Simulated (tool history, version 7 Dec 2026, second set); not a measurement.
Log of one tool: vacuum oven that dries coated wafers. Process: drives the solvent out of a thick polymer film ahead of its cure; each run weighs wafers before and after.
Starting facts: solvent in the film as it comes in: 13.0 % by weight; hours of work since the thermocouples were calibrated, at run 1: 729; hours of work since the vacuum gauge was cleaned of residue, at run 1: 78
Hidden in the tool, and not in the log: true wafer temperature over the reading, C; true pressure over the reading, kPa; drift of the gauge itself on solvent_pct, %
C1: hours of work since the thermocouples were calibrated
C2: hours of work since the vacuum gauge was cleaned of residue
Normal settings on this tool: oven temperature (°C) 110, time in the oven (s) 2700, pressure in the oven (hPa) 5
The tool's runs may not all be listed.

run 1 hour=0 | oven_temperature_(°C)=110 time_in_the_oven_(s)=2700 pressure_in_the_oven_(hPa)=5 | C1=729 C2=78 | solvent_left_in_the_film_(%)=0.68
run 2 hour=25.3 | oven_temperature_(°C)=110 time_in_the_oven_(s)=2700 pressure_in_the_oven_(hPa)=5 | C1=739 C2=88 | solvent_left_in_the_film_(%)=0.7
run 3 hour=43.7 | oven_temperature_(°C)=110 time_in_the_oven_(s)=2700 pressure_in_the_oven_(hPa)=5 | C1=747 C2=96 | solvent_left_in_the_film_(%)=0.74
run 4 hour=57.2 | oven_temperature_(°C)=110 time_in_the_oven_(s)=2700 pressure_in_the_oven_(hPa)=16.07 | C1=752 C2=102 | solvent_left_in_the_film_(%)=1.46
-- hour=73 oven's thermocouples calibrated
run 5 hour=75.6 | oven_temperature_(°C)=110 time_in_the_oven_(s)=2700 pressure_in_the_oven_(hPa)=16.07 | C1=1 C2=109 | solvent_left_in_the_film_(%)=1.53
run 6 hour=94.7 | oven_temperature_(°C)=110 time_in_the_oven_(s)=2700 pressure_in_the_oven_(hPa)=16.07 | C1=9 C2=116 | solvent_left_in_the_film_(%)=1.46
run 7 hour=117.7 | oven_temperature_(°C)=110 time_in_the_oven_(s)=1320 pressure_in_the_oven_(hPa)=16.07 | C1=19 C2=126 | solvent_left_in_the_film_(%)=2.96
run 8 hour=138.2 | oven_temperature_(°C)=110 time_in_the_oven_(s)=1320 pressure_in_the_oven_(hPa)=16.07 | C1=27 C2=135 | solvent_left_in_the_film_(%)=2.99
run 9 hour=170.4 | oven_temperature_(°C)=110 time_in_the_oven_(s)=1320 pressure_in_the_oven_(hPa)=16.07 | C1=40 C2=148 | solvent_left_in_the_film_(%)=3
run 10 hour=199.3 | oven_temperature_(°C)=111 time_in_the_oven_(s)=1440 pressure_in_the_oven_(hPa)=8.68 | C1=52 C2=160 | solvent_left_in_the_film_(%)=2.09
run 11 hour=227.5 | oven_temperature_(°C)=123 time_in_the_oven_(s)=3840 pressure_in_the_oven_(hPa)=3.07 | C1=64 C2=172 | solvent_left_in_the_film_(%)=0.12
run 12 hour=251.6 | oven_temperature_(°C)=105 time_in_the_oven_(s)=3840 pressure_in_the_oven_(hPa)=13.47 | C1=74 C2=182 | solvent_left_in_the_film_(%)=1.33
run 13 hour=267.3 | oven_temperature_(°C)=105 time_in_the_oven_(s)=3840 pressure_in_the_oven_(hPa)=13.47 | C1=81 C2=188 | solvent_left_in_the_film_(%)=1.35
run 14 hour=281.3 | oven_temperature_(°C)=105 time_in_the_oven_(s)=2220 pressure_in_the_oven_(hPa)=18 | C1=87 C2=194 | solvent_left_in_the_film_(%)=2.5
run 15 hour=307.1 | oven_temperature_(°C)=105 time_in_the_oven_(s)=2220 pressure_in_the_oven_(hPa)=18 | C1=97 C2=205 | solvent_left_in_the_film_(%)=2.5

Predict each of these 5 candidate next runs independently; none follows another, all start after run 15:
run A hour=330.9 | oven_temperature_(°C)=110 time_in_the_oven_(s)=4680 pressure_in_the_oven_(hPa)=16.9 | C1=107 C2=215 | solvent_left_in_the_film_(%)=?
run B hour=330.9 | oven_temperature_(°C)=110 time_in_the_oven_(s)=1560 pressure_in_the_oven_(hPa)=5 | C1=107 C2=215 | solvent_left_in_the_film_(%)=?
run C hour=330.9 | oven_temperature_(°C)=105 time_in_the_oven_(s)=2760 pressure_in_the_oven_(hPa)=11.58 | C1=107 C2=215 | solvent_left_in_the_film_(%)=?
run D hour=330.9 | oven_temperature_(°C)=110 time_in_the_oven_(s)=2760 pressure_in_the_oven_(hPa)=5 | C1=107 C2=215 | solvent_left_in_the_film_(%)=?
run E hour=330.9 | oven_temperature_(°C)=108 time_in_the_oven_(s)=2400 pressure_in_the_oven_(hPa)=3.77 | C1=107 C2=215 | solvent_left_in_the_film_(%)=?

run=A solvent_left_in_the_film_(%)=1.24
run=B solvent_left_in_the_film_(%)=1.78
run=C solvent_left_in_the_film_(%)=1.59
run=D solvent_left_in_the_film_(%)=0.67
run=E solvent_left_in_the_film_(%)=0.92
With no hidden state in the tool, these same runs would have given:
run=A solvent_left_in_the_film_(%)=1.24
run=B solvent_left_in_the_film_(%)=1.78
run=C solvent_left_in_the_film_(%)=1.59
run=D solvent_left_in_the_film_(%)=0.67
run=E solvent_left_in_the_film_(%)=0.92
